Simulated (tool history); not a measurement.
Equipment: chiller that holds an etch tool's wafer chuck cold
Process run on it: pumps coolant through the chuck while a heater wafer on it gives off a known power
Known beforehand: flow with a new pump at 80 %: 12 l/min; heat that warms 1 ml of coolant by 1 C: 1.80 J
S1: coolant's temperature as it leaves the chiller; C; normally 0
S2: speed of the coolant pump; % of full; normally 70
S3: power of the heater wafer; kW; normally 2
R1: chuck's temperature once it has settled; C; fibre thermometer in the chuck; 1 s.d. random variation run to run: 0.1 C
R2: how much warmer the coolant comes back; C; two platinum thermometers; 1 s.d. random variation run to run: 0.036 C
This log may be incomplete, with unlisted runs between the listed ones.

run    hour   S1  S2     S3    R1    R2
  1       0    0  70      2  27.1  6.36
  2   180.8    0  70      2    27  6.38
  3   375.6    0  70      2  27.2  6.42
  4   513.6    0  90      2  23.1  4.88
  5   604.8    0  69      2  27.4  6.37
  6   821.2    0  89      2  23.3  4.88
  7   957.4    0  70      2  27.2  6.37
  8  1086.6    0  70  1.441  19.7  4.57
  9  1284.4    0  70  1.441  19.6  4.54
 10  1378.7    0  70  1.441  19.7  4.56
 11  1589.5    0  70  2.065    28  6.48
 12  1784.1    0  70  2.065  28.2  6.52
     1804.5  -- coolant changed, channels flushed
 13  1889.4    0  70  2.065  28.3  6.46
 14  2018.5    0  70      2  26.9   6.3
 15  2127.4    0  70      2  27.2  6.31
 16  2297.5    0  70      2    27  6.29
 17  2426.6    4  70      2  31.1  6.27
 18    2627    4  70      2  31.2  6.23
 19    2768   -4  72      2  22.9  6.04
 20  2989.4  -10  65  2.361  23.7  8.01
 21  3156.8  -10  65  2.361  23.5  7.95
 22  3307.4  -10  65  2.361  23.6  7.95
 23  3461.9  -10  65  2.361  23.8  7.95
 24  3573.5    6  61  1.632  30.1  5.86
 25  3758.8    0  86  2.077  24.7   5.1
 26  3911.2    0  86  2.077  24.8  5.21
 27  4048.4    0  86  2.077  24.8  5.21
 28  4175.9    8  72  1.361  26.3  4.07
 29  4272.2    8  72  1.361  26.3     4
 30  4374.6    8  83  2.617  40.1  6.91
     4495.8  -- gauge calibrated
 31  4506.8    6  66  1.543  27.8  5.19

Difference, measured minus no-hidden-state, one row per run. Run-to-run variation is common to both terms; the gauge's own scatter need not be:
Unlogged tool condition in this case: heat passed by the chuck's channels, % of clean ones'; flow at a given pump speed, % of a new pump's; coolant's true temperature over the reading, C; drift of the gauge itself on chuck_c, C; drift of the gauge itself on warmer_back_c, C.
run     R2
  1  +0.01
  2     +0
  3  -0.01
  4  -0.02
  5  -0.02
  6  -0.04
  7  -0.03
  8  -0.04
  9  -0.05
 10  -0.06
 11  -0.06
 12  -0.07
 13  -0.08
 14  -0.09
 15  -0.08
 16  -0.09
 17  -0.11
 18  -0.11
 19  -0.12
 20  -0.13
 21  -0.13
 22  -0.14
 23  -0.14
 24  -0.15
 25  -0.17
 26  -0.17
 27  -0.18
 28  -0.18
 29  -0.19
 30  -0.18
 31  +0.01
R1: at most 0.1 C away from the measurement, every run.
